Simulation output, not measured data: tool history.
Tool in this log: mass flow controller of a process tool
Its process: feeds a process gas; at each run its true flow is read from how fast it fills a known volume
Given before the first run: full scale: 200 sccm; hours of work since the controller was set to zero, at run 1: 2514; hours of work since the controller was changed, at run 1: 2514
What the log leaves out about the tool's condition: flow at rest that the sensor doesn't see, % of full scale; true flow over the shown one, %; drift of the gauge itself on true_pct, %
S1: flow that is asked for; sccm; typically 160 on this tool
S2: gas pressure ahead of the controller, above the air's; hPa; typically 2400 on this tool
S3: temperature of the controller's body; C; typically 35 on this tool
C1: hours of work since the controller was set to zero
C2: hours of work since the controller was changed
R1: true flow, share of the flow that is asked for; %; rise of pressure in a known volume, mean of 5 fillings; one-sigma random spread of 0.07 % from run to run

run	hour	S1	S2	S3	C1	C2	R1
1	0.0	160	2400	35	2514	2514	101.31
2	162.4	23	2400	35	2595	2595	102.44
3	490.3	160	2400	35	2758	2758	101.43
4	807.7	160	2400	35	2916	2916	101.67
# hour 825.7: controller's zero set anew
5	1051.4	160	1850	35	113	3038	101.84
6	1389.3	160	2400	35	281	3206	102.08
7	1552.0	193	2400	31	362	3287	102.37
8	1721.7	23	2400	22	447	3372	106.12
9	2098.5	23	2400	22	634	3559	106.36

Run 10 has not been measured yet. What should we expect?
# hour 2160.0: controller's zero set anew, once more
10	2316.4	23	2400	22	78	3668	?

Run 10 gave R1 101.74 %.
On a tool with no hidden condition, and with the same random variation, this run would have come out at R1 99.22 %.
